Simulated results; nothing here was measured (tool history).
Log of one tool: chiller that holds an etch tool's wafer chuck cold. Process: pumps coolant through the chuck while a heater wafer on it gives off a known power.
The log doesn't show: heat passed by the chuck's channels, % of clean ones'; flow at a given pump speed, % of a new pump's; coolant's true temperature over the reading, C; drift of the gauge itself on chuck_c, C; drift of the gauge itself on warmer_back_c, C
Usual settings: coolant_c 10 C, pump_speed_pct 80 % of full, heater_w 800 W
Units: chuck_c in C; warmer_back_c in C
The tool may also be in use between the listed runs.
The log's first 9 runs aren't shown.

run,day,coolant_c,pump_speed_pct,heater_w,hours since the coolant was changed and the channels were flushed,hours since the pump was overhauled,hours since the chiller's thermometer was calibrated,chuck_c,warmer_back_c
10,18.904,10,80,489,599,1742,1742,16.7,1.9
11,20.579,10,80,489,639,1782,1782,16.5,1.88
12,23.4,10,80,489,707,1850,1850,16.5,1.83
13,25.238,10,80,561,751,1894,1894,17.4,2.1
14,28.025,10,80,501,818,1961,1961,16.7,1.83
15,29.583,10,80,501,855,1998,1998,16.9,1.77
16,31.542,12,80,501,902,2045,2045,18.7,1.76
# day 32.183: gauge calibrated
17,35.012,9,75,501,985,2128,2128,16,2.22
18,36.767,9,75,501,1027,2170,2170,16,2.2
19,40.308,9,75,501,1112,2255,2255,15.7,2.17
20,43.658,1,80,800,1193,2336,2336,11.4,3.26
21,45.471,1,80,800,1236,2379,2379,11.6,3.15
22,49.054,2,94,487,1322,2465,2465,7.6,1.57
23,51.354,3,82,697,1377,2520,2520,12.1,2.59
24,54.288,10,65,795,1448,2591,2591,22.3,3.92
25,57.721,10,65,795,1530,2673,2673,22.2,3.88
26,60.95,16,62,733,1608,2751,2751,27.9,3.77
27,63.171,10,71,436,1661,2804,2804,16.3,1.8
28,65.5,10,71,436,1717,2860,2860,16.3,1.74
29,68.833,10,92,468,1797,2940,2940,15.5,1.34
30,71.446,17,80,800,1860,3003,3003,27.7,2.97
31,73.521,17,80,800,1909,3052,3052,27.7,2.99
32,75.767,7,80,800,1963,3106,3106,17.7,2.96

Forecast each of these 3 alternatives for the next run:
A,77.975,7,98,800,2016,3159,3159,?,?
B,77.975,12,63,800,2016,3159,3159,?,?
C,77.975,8,76,607,2016,3159,3159,?,?

run,chuck_c,warmer_back_c
A,15.9,2.24
B,24.7,3.85
C,16.3,2.25
Without the tool's hidden state the same runs would have given:
run,chuck_c,warmer_back_c
A,15.9,2.62
B,24.7,4.23
C,16.3,2.63

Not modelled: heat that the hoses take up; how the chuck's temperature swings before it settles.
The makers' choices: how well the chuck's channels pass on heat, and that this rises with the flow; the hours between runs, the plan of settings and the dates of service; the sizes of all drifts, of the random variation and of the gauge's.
